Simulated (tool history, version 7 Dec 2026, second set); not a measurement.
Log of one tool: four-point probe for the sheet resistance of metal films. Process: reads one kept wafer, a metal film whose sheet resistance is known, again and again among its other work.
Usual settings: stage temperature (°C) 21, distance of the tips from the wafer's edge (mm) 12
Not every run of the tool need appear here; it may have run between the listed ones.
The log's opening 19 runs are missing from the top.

| run | day | stage temperature (°C) | distance of the tips from the wafer's edge (mm) | touches since the probe head was changed | hours of work since the stage's thermometer was calibrated | sheet resistance as the instrument gives it (ohm/square) |
|---|---|---|---|---|---|---|
| 20 | 9.175 | 21 | 70 | 10929 | 1117 | 0.039451 |
| 21 | 9.796 | 21 | 12 | 11482 | 1125 | 0.039494 |
| 22 | 10.462 | 21 | 12 | 12079 | 1133 | 0.039497 |
| 23 | 10.992 | 21 | 68 | 12548 | 1140 | 0.039449 |
| 24 | 11.296 | 20 | 5 | 12820 | 1144 | 0.039853 |
| 25 | 11.567 | 20 | 5 | 13060 | 1147 | 0.039836 |
| 26 | 12.029 | 26 | 4 | 13473 | 1153 | 0.039692 |
| 27 | 12.650 | 26 | 4 | 14026 | 1161 | 0.039674 |
| 28 | 12.962 | 26 | 4 | 14304 | 1165 | 0.039679 |
| 29 | 13.429 | 21 | 42 | 14720 | 1171 | 0.039451 |
| 30 | 13.950 | 29 | 12 | 15186 | 1177 | 0.039030 |

Predict the results of run 31:
| 31 | 14.354 | 28 | 4 | 15546 | 1182 | ? |

{"run 31": {"sheet resistance as the instrument gives it (ohm/square)": 0.039576}}
Without the tool's hidden state the same run would have given sheet resistance as the instrument gives it (ohm/square) 0.039446.
